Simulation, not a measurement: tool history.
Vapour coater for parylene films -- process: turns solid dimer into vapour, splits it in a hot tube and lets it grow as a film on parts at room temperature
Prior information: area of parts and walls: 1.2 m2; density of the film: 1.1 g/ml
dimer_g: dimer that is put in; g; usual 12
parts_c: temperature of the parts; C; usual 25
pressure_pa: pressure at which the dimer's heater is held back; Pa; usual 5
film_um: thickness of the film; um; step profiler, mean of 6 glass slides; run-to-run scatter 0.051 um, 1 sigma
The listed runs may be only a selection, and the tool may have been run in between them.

{"run": 1, "hour": 0.0, "dimer_g": 12, "parts_c": 25, "pressure_pa": 5, "film_um": 6.88}
{"run": 2, "hour": 9.2, "dimer_g": 12, "parts_c": 25, "pressure_pa": 10.21, "film_um": 5.65}
{"run": 3, "hour": 22.6, "dimer_g": 12, "parts_c": 25, "pressure_pa": 5, "film_um": 6.85}
{"run": 4, "hour": 37.4, "dimer_g": 12, "parts_c": 25, "pressure_pa": 5, "film_um": 6.85}
{"run": 5, "hour": 55.1, "dimer_g": 12, "parts_c": 25, "pressure_pa": 5, "film_um": 6.8}
{"run": 6, "hour": 70.9, "dimer_g": 12, "parts_c": 25, "pressure_pa": 5, "film_um": 6.66}
{"run": 7, "hour": 83.4, "dimer_g": 12, "parts_c": 25, "pressure_pa": 5, "film_um": 6.77}
{"run": 8, "hour": 92.3, "dimer_g": 12, "parts_c": 25, "pressure_pa": 5, "film_um": 6.77}
{"run": 9, "hour": 103.2, "dimer_g": 12, "parts_c": 25, "pressure_pa": 5, "film_um": 6.74}
{"run": 10, "hour": 119.7, "dimer_g": 8, "parts_c": 25, "pressure_pa": 5, "film_um": 4.5}
{"run": 11, "hour": 131.6, "dimer_g": 8, "parts_c": 25, "pressure_pa": 5, "film_um": 4.52}
{"run": 12, "hour": 147.7, "dimer_g": 8, "parts_c": 25, "pressure_pa": 5, "film_um": 4.49}
{"run": 13, "hour": 163.7, "dimer_g": 12, "parts_c": 25, "pressure_pa": 4.43, "film_um": 6.98}
{"run": 14, "hour": 172.7, "dimer_g": 12, "parts_c": 25, "pressure_pa": 5, "film_um": 6.73}
{"run": 15, "hour": 184.7, "dimer_g": 12, "parts_c": 25, "pressure_pa": 5, "film_um": 6.75}
{"run": 16, "hour": 201.2, "dimer_g": 12, "parts_c": 25, "pressure_pa": 5, "film_um": 6.74}
{"run": 17, "hour": 218.7, "dimer_g": 12, "parts_c": 25, "pressure_pa": 5, "film_um": 6.71}
{"run": 18, "hour": 226.3, "dimer_g": 12, "parts_c": 25, "pressure_pa": 5, "film_um": 6.72}
{"run": 19, "hour": 238.8, "dimer_g": 12, "parts_c": 25, "pressure_pa": 5, "film_um": 6.7}
{"run": 20, "hour": 247.0, "dimer_g": 12, "parts_c": 25, "pressure_pa": 5, "film_um": 6.68}
{"run": 21, "hour": 258.2, "dimer_g": 12, "parts_c": 25, "pressure_pa": 5, "film_um": 6.65}
{"run": 22, "hour": 272.5, "dimer_g": 12, "parts_c": 19, "pressure_pa": 5, "film_um": 7.85}
{"run": 23, "hour": 286.2, "dimer_g": 5, "parts_c": 25, "pressure_pa": 10.13, "film_um": 2.3}
{"run": 24, "hour": 295.9, "dimer_g": 19, "parts_c": 29, "pressure_pa": 2.98, "film_um": 10.73}
{"run": 25, "hour": 313.9, "dimer_g": 12, "parts_c": 24, "pressure_pa": 10.49, "film_um": 5.63}
{"run": 26, "hour": 327.4, "dimer_g": 12, "parts_c": 24, "pressure_pa": 10.49, "film_um": 5.71}
{"run": 27, "hour": 337.9, "dimer_g": 8, "parts_c": 22, "pressure_pa": 8.44, "film_um": 4.17}
{"run": 28, "hour": 353.8, "dimer_g": 9, "parts_c": 31, "pressure_pa": 2.33, "film_um": 5.12}
{"run": 29, "hour": 362.4, "dimer_g": 9, "parts_c": 31, "pressure_pa": 2.33, "film_um": 5.03}
{"run": 30, "hour": 376.6, "dimer_g": 9, "parts_c": 31, "pressure_pa": 2.33, "film_um": 5.09}
{"run": 31, "hour": 390.4, "dimer_g": 7, "parts_c": 24, "pressure_pa": 5.15, "film_um": 3.95}
{"run": 32, "hour": 402.4, "dimer_g": 7, "parts_c": 26, "pressure_pa": 5.15, "film_um": 3.68}
{"run": 33, "hour": 420.6, "dimer_g": 7, "parts_c": 26, "pressure_pa": 3.88, "film_um": 4.01}
{"hour": 425.8, "done": "trap's valve overhauled"}
{"run": 34, "hour": 442.7, "dimer_g": 7, "parts_c": 26, "pressure_pa": 2.85, "film_um": 4.64}
{"run": 35, "hour": 458.7, "dimer_g": 9, "parts_c": 28, "pressure_pa": 3.44, "film_um": 5.39}
{"run": 36, "hour": 474.5, "dimer_g": 12, "parts_c": 28, "pressure_pa": 10.8, "film_um": 5.42}
{"run": 37, "hour": 484.3, "dimer_g": 12, "parts_c": 24, "pressure_pa": 2.8, "film_um": 8.44}
{"run": 38, "hour": 497.2, "dimer_g": 12, "parts_c": 24, "pressure_pa": 2.8, "film_um": 8.36}
{"run": 39, "hour": 510.2, "dimer_g": 9, "parts_c": 24, "pressure_pa": 2.06, "film_um": 6.7}

Alternative continuations, all from the tool just after run 39; predict every row:
{"run": "A", "hour": 527.7, "dimer_g": 12, "parts_c": 35, "pressure_pa": 5, "film_um": "?"}
{"run": "B", "hour": 527.7, "dimer_g": 12, "parts_c": 25, "pressure_pa": 5, "film_um": "?"}
{"run": "C", "hour": 527.7, "dimer_g": 19, "parts_c": 23, "pressure_pa": 3.14, "film_um": "?"}

run=A film_um=5.4
run=B film_um=7.07
run=C film_um=13.19
Without the tool's hidden state the same runs would have given:
run=A film_um=5.43
run=B film_um=7.11
run=C film_um=13.26
